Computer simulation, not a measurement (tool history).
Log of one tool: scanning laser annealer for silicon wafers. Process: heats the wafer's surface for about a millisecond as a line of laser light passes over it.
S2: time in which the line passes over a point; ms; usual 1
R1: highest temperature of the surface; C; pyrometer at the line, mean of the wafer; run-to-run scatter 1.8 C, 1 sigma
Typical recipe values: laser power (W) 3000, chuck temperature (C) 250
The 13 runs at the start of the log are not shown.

Run 14, hour 176.7: usual settings but chuck temperature (C) 258. Result: R1 992 C.
Run 15, hour 193.6: usual settings but chuck temperature (C) 258. Result: R1 994 C.
Run 16, hour 209.9: usual settings. Result: R1 985 C.
Run 17, hour 222.5: usual settings. Result: R1 986 C.
Run 18, hour 241.7: usual settings but chuck temperature (C) 253. Result: R1 987 C.
Run 19, hour 262.1: usual settings. Result: R1 983 C.
Run 20, hour 275.4: usual settings. Result: R1 983 C.
Run 21, hour 287.9: usual settings but laser power (W) 2915, S2 0.93 ms, chuck temperature (C) 270. Result: R1 956 C.
Run 22, hour 306.5: usual settings but laser power (W) 2945, S2 1.23 ms, chuck temperature (C) 224. Result: R1 1024 C.
Run 23, hour 318.1: usual settings but laser power (W) 2650, S2 1.23 ms, chuck temperature (C) 273. Result: R1 997 C.
Run 24, hour 331.2: usual settings but laser power (W) 2650, S2 1.23 ms, chuck temperature (C) 273. Result: R1 996 C.
Run 25, hour 342.3: usual settings but laser power (W) 2650, S2 1.23 ms, chuck temperature (C) 273. Result: R1 998 C.
Run 26, hour 352.9: usual settings but laser power (W) 2881, chuck temperature (C) 274. Result: R1 978 C.
Run 27, hour 368.6: usual settings but laser power (W) 3245, S2 0.79 ms, chuck temperature (C) 227. Result: R1 930 C.
Run 28, hour 385.7: usual settings but laser power (W) 2637, S2 0.79 ms, chuck temperature (C) 227. Result: R1 799 C.
Run 29, hour 396.9: usual settings but laser power (W) 3114, S2 0.77 ms, chuck temperature (C) 281. Result: R1 945 C.
Run 30, hour 408.5: usual settings but laser power (W) 3114, S2 0.77 ms, chuck temperature (C) 281. Result: R1 945 C.

Run 31, settings as shown, results not yet in. Your forecast:
Run 31, hour 416.9: usual settings but S2 0.75 ms. Result: R1 ?.

For run 31 the tool returned R1 884 C.
With no hidden state in the tool, this same run would have given R1 885 C.
